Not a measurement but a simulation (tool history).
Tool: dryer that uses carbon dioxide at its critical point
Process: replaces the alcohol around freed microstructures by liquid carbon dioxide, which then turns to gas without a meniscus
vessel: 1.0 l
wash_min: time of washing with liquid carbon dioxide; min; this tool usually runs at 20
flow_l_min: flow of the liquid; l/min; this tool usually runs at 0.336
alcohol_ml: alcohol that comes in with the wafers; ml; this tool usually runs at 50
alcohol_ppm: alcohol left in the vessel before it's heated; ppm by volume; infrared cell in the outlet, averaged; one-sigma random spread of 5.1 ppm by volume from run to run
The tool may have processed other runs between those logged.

Run 1, hour 0: usual settings. Result: alcohol_ppm 181 ppm by volume.
Run 2, hour 19.2: usual settings. Result: alcohol_ppm 184 ppm by volume.
Run 3, hour 31.7: usual settings. Result: alcohol_ppm 189 ppm by volume.
Run 4, hour 56.8: usual settings. Result: alcohol_ppm 200 ppm by volume.
Run 5, hour 76: usual settings but alcohol_ml 40 ml. Result: alcohol_ppm 188 ppm by volume.
Run 6, hour 95.3: usual settings but flow_l_min 0.354 l/min. Result: alcohol_ppm 176 ppm by volume.
At hour 109.6: inlet filter changed.
Run 7, hour 121.4: usual settings but flow_l_min 0.354 l/min. Result: alcohol_ppm 154 ppm by volume.
Run 8, hour 135.2: usual settings but flow_l_min 0.431 l/min. Result: alcohol_ppm 128 ppm by volume.
Run 9, hour 150.9: usual settings. Result: alcohol_ppm 201 ppm by volume.
Run 10, hour 164: usual settings but flow_l_min 0.532 l/min. Result: alcohol_ppm 117 ppm by volume.
Run 11, hour 179.9: usual settings but flow_l_min 0.532 l/min. Result: alcohol_ppm 125 ppm by volume.
Run 12, hour 205: usual settings but wash_min 14 min, flow_l_min 0.261 l/min, alcohol_ml 28 ml. Result: alcohol_ppm 994 ppm by volume.
Run 13, hour 217: usual settings but wash_min 18 min, flow_l_min 0.203 l/min, alcohol_ml 95 ml. Result: alcohol_ppm 3229 ppm by volume.
Run 14, hour 240.1: usual settings but wash_min 18 min, flow_l_min 0.291 l/min, alcohol_ml 98 ml. Result: alcohol_ppm 816 ppm by volume.
Run 15, hour 262.2: usual settings but wash_min 14 min, flow_l_min 0.213 l/min, alcohol_ml 23 ml. Result: alcohol_ppm 1632 ppm by volume.
Run 16, hour 275.4: usual settings but wash_min 18 min, flow_l_min 0.554 l/min, alcohol_ml 23 ml. Result: alcohol_ppm 134 ppm by volume.
Run 17, hour 299.9: usual settings but wash_min 12 min, alcohol_ml 117 ml. Result: alcohol_ppm 2914 ppm by volume.
Run 18, hour 324.6: usual settings but wash_min 29 min, flow_l_min 0.355 l/min, alcohol_ml 85 ml. Result: alcohol_ppm 139 ppm by volume.
At hour 335.1: inlet filter changed.
Run 19, hour 344.9: usual settings but flow_l_min 0.446 l/min. Result: alcohol_ppm 151 ppm by volume.
Run 20, hour 366.1: usual settings but wash_min 14 min, flow_l_min 0.446 l/min. Result: alcohol_ppm 256 ppm by volume.
Run 21, hour 390.5: usual settings but wash_min 14 min, flow_l_min 0.446 l/min. Result: alcohol_ppm 249 ppm by volume.
Run 22, hour 405.8: usual settings but wash_min 14 min, flow_l_min 0.446 l/min. Result: alcohol_ppm 272 ppm by volume.

Predict each of these 3 candidate next runs independently; none follows another, all start after run 22:
Run A, hour 430.8: usual settings but flow_l_min 0.373 l/min. Result: alcohol_ppm ?.
Run B, hour 430.8: usual settings but flow_l_min 0.351 l/min, alcohol_ml 23 ml. Result: alcohol_ppm ?.
Run C, hour 430.8: usual settings but wash_min 14 min, flow_l_min 0.311 l/min. Result: alcohol_ppm ?.

run  alcohol_ppm
  A          207
  B          192
  C          929
Take away the tool's hidden state, keep each run's random variation, and the runs would have read:
run  alcohol_ppm
  A           47
  B           31
  C          679
